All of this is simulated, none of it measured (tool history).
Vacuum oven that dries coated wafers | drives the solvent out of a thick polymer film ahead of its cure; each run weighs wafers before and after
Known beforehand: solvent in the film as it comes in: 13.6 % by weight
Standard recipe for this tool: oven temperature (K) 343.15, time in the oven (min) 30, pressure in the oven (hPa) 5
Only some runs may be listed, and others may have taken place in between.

run 1 hour=0 | oven_temperature_(K)=343.15 time_in_the_oven_(min)=30 pressure_in_the_oven_(hPa)=5 | solvent_left_in_the_film_(%)=1.06
run 2 hour=48.1 | oven_temperature_(K)=343.15 time_in_the_oven_(min)=30 pressure_in_the_oven_(hPa)=5 | solvent_left_in_the_film_(%)=1.12
run 3 hour=73.3 | oven_temperature_(K)=343.15 time_in_the_oven_(min)=30 pressure_in_the_oven_(hPa)=5 | solvent_left_in_the_film_(%)=1.16
run 4 hour=131.2 | oven_temperature_(K)=343.15 time_in_the_oven_(min)=30 pressure_in_the_oven_(hPa)=7.4 | solvent_left_in_the_film_(%)=1.23
run 5 hour=177.4 | oven_temperature_(K)=343.15 time_in_the_oven_(min)=30 pressure_in_the_oven_(hPa)=7.4 | solvent_left_in_the_film_(%)=1.29
run 6 hour=238.3 | oven_temperature_(K)=343.15 time_in_the_oven_(min)=30 pressure_in_the_oven_(hPa)=2.81 | solvent_left_in_the_film_(%)=1.08
run 7 hour=266.4 | oven_temperature_(K)=343.15 time_in_the_oven_(min)=30 pressure_in_the_oven_(hPa)=2.81 | solvent_left_in_the_film_(%)=1.1
run 8 hour=311.2 | oven_temperature_(K)=343.15 time_in_the_oven_(min)=30 pressure_in_the_oven_(hPa)=2.81 | solvent_left_in_the_film_(%)=1.06
run 9 hour=353.6 | oven_temperature_(K)=343.15 time_in_the_oven_(min)=30 pressure_in_the_oven_(hPa)=2.81 | solvent_left_in_the_film_(%)=1.09
run 10 hour=389.6 | oven_temperature_(K)=343.15 time_in_the_oven_(min)=30 pressure_in_the_oven_(hPa)=2.81 | solvent_left_in_the_film_(%)=1.05
run 11 hour=444.1 | oven_temperature_(K)=343.15 time_in_the_oven_(min)=30 pressure_in_the_oven_(hPa)=2.81 | solvent_left_in_the_film_(%)=1.07
run 12 hour=470.2 | oven_temperature_(K)=343.15 time_in_the_oven_(min)=30 pressure_in_the_oven_(hPa)=2.81 | solvent_left_in_the_film_(%)=1.05
run 13 hour=496.5 | oven_temperature_(K)=343.15 time_in_the_oven_(min)=30 pressure_in_the_oven_(hPa)=2.81 | solvent_left_in_the_film_(%)=1.1
run 14 hour=524.9 | oven_temperature_(K)=343.15 time_in_the_oven_(min)=30 pressure_in_the_oven_(hPa)=2.81 | solvent_left_in_the_film_(%)=1.08
run 15 hour=587.4 | oven_temperature_(K)=343.15 time_in_the_oven_(min)=30 pressure_in_the_oven_(hPa)=2.81 | solvent_left_in_the_film_(%)=0.78
run 16 hour=618.5 | oven_temperature_(K)=343.15 time_in_the_oven_(min)=30 pressure_in_the_oven_(hPa)=5 | solvent_left_in_the_film_(%)=0.77
run 17 hour=654.1 | oven_temperature_(K)=343.15 time_in_the_oven_(min)=30 pressure_in_the_oven_(hPa)=3.49 | solvent_left_in_the_film_(%)=0.78
run 18 hour=686.6 | oven_temperature_(K)=343.15 time_in_the_oven_(min)=30 pressure_in_the_oven_(hPa)=5 | solvent_left_in_the_film_(%)=0.82
run 19 hour=748.3 | oven_temperature_(K)=343.15 time_in_the_oven_(min)=34 pressure_in_the_oven_(hPa)=5 | solvent_left_in_the_film_(%)=0.66
run 20 hour=773.4 | oven_temperature_(K)=343.15 time_in_the_oven_(min)=30 pressure_in_the_oven_(hPa)=3.47 | solvent_left_in_the_film_(%)=0.78
run 21 hour=833 | oven_temperature_(K)=343.15 time_in_the_oven_(min)=33 pressure_in_the_oven_(hPa)=12.56 | solvent_left_in_the_film_(%)=0.99
run 22 hour=886.5 | oven_temperature_(K)=355.15 time_in_the_oven_(min)=20 pressure_in_the_oven_(hPa)=5 | solvent_left_in_the_film_(%)=0.39
run 23 hour=942.3 | oven_temperature_(K)=343.15 time_in_the_oven_(min)=20 pressure_in_the_oven_(hPa)=5 | solvent_left_in_the_film_(%)=1.98
run 24 hour=992.4 | oven_temperature_(K)=334.15 time_in_the_oven_(min)=27 pressure_in_the_oven_(hPa)=3.35 | solvent_left_in_the_film_(%)=2.94
run 25 hour=1049.7 | oven_temperature_(K)=332.15 time_in_the_oven_(min)=30 pressure_in_the_oven_(hPa)=5 | solvent_left_in_the_film_(%)=3.19
run 26 hour=1076 | oven_temperature_(K)=329.15 time_in_the_oven_(min)=45 pressure_in_the_oven_(hPa)=3.18 | solvent_left_in_the_film_(%)=2.36
run 27 hour=1103.9 | oven_temperature_(K)=329.15 time_in_the_oven_(min)=45 pressure_in_the_oven_(hPa)=3.18 | solvent_left_in_the_film_(%)=2.42
run 28 hour=1139.1 | oven_temperature_(K)=330.15 time_in_the_oven_(min)=30 pressure_in_the_oven_(hPa)=5 | solvent_left_in_the_film_(%)=3.76
run 29 hour=1179.2 | oven_temperature_(K)=330.15 time_in_the_oven_(min)=30 pressure_in_the_oven_(hPa)=5 | solvent_left_in_the_film_(%)=3.8
run 30 hour=1215.3 | oven_temperature_(K)=330.15 time_in_the_oven_(min)=30 pressure_in_the_oven_(hPa)=5 | solvent_left_in_the_film_(%)=3.8
run 31 hour=1249.6 | oven_temperature_(K)=343.15 time_in_the_oven_(min)=24 pressure_in_the_oven_(hPa)=3.62 | solvent_left_in_the_film_(%)=1.42
run 32 hour=1279.9 | oven_temperature_(K)=343.15 time_in_the_oven_(min)=24 pressure_in_the_oven_(hPa)=3.62 | solvent_left_in_the_film_(%)=1.48
run 33 hour=1326.2 | oven_temperature_(K)=343.15 time_in_the_oven_(min)=24 pressure_in_the_oven_(hPa)=3.62 | solvent_left_in_the_film_(%)=1.5
run 34 hour=1373.7 | oven_temperature_(K)=343.15 time_in_the_oven_(min)=24 pressure_in_the_oven_(hPa)=3.62 | solvent_left_in_the_film_(%)=1.48
run 35 hour=1411.9 | oven_temperature_(K)=343.15 time_in_the_oven_(min)=24 pressure_in_the_oven_(hPa)=3.62 | solvent_left_in_the_film_(%)=1.49
run 36 hour=1463.8 | oven_temperature_(K)=343.15 time_in_the_oven_(min)=38 pressure_in_the_oven_(hPa)=11.33 | solvent_left_in_the_film_(%)=0.95

Withheld: 2 entries from between the runs. Position of each, and hidden state at the listed run before versus the listed run after:
In the gap between runs 9 and 10: vacuum gauge cleaned of residue and calibrated (hour 376.9)
  true wafer temperature over the reading, C: -2.46 -> -2.51; true pressure over the reading, kPa: 0.165 -> 0.004
  measured value less the no-hidden-state value, solvent left in the film (%): +0.4 -> +0.33
In the gap between runs 14 and 15: oven's thermocouples calibrated (hour 550.7)
  true wafer temperature over the reading, C: -2.72 -> -0.1; true pressure over the reading, kPa: 0.014 -> 0.018
  measured value less the no-hidden-state value, solvent left in the film (%): +0.36 -> +0.02
